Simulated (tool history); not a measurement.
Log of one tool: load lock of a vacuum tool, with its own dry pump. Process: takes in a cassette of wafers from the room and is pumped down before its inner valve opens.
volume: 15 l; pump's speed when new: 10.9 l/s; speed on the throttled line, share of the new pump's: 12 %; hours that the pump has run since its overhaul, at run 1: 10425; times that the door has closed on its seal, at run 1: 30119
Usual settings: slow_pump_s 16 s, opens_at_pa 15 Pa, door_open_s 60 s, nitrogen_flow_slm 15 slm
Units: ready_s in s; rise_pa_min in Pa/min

run    hour  slow_pump_s  opens_at_pa  door_open_s  nitrogen_flow_slm  hours that the pump has run since its overhaul  times that the door has closed on its seal  incoming humidity of the room's air, %  ready_s  rise_pa_min
  1       0           16           15           60                 15                                           10425                                       30119                                      46     27.7        0.157
  2   267.1           16           15           60                 30                                           10692                                       30750                                    45.3     27.7        0.138
  3   520.1           16           15           60                 30                                           10945                                       31346                                    46.1     27.6        0.149
  4   679.8           16           15           60                 15                                           11105                                       31723                                    45.7     27.5        0.163
  5   911.3           16           15           60                 15                                           11336                                       32269                                    44.5     27.7        0.162
  6  1069.2           18           15           60                 15                                           11494                                       32642                                    42.3     29.4        0.162
  7  1333.4           18           15           60                 15                                           11758                                       33265                                    45.3     29.2        0.167
  8  1469.3           10           15           43                 15                                           11894                                       33586                                      45     22.6        0.158
  9    1623           11           26          132                 15                                           12048                                       33949                                    44.2     22.4        0.196
 10  1742.1           11           26          132                 15                                           12167                                       34230                                    46.7     22.6        0.209
 11  1938.2           17           15           60                 30                                           12363                                       34693                                    43.8     28.7        0.161
 12  2101.7           17           15           28                 30                                           12526                                       35078                                    47.5     28.6        0.154
 13  2266.5           16           15           60                 16                                           12691                                       35467                                    47.9     27.7        0.174
 14  2455.5           16           15           60                 16                                           12880                                       35913                                    46.4     27.8        0.178

The same runs without the tool's hidden state, with the same run-to-run variation:
The hidden state here: pump's speed, % of a new pump's; leak at the door's seal, Pa l/s; drift of the gauge itself on ready_s, %; drift of the gauge itself on rise_pa_min, %.
run  ready_s  rise_pa_min
  1     26.6        0.052
  2     26.5        0.031
  3     26.5        0.039
  4     26.3        0.051
  5     26.5        0.048
  6     28.2        0.044
  7       28        0.047
  8     21.2        0.036
  9     21.1        0.075
 10     21.3        0.084
 11     27.3        0.035
 12     27.2        0.024
 13     26.3        0.045
 14     26.3        0.044

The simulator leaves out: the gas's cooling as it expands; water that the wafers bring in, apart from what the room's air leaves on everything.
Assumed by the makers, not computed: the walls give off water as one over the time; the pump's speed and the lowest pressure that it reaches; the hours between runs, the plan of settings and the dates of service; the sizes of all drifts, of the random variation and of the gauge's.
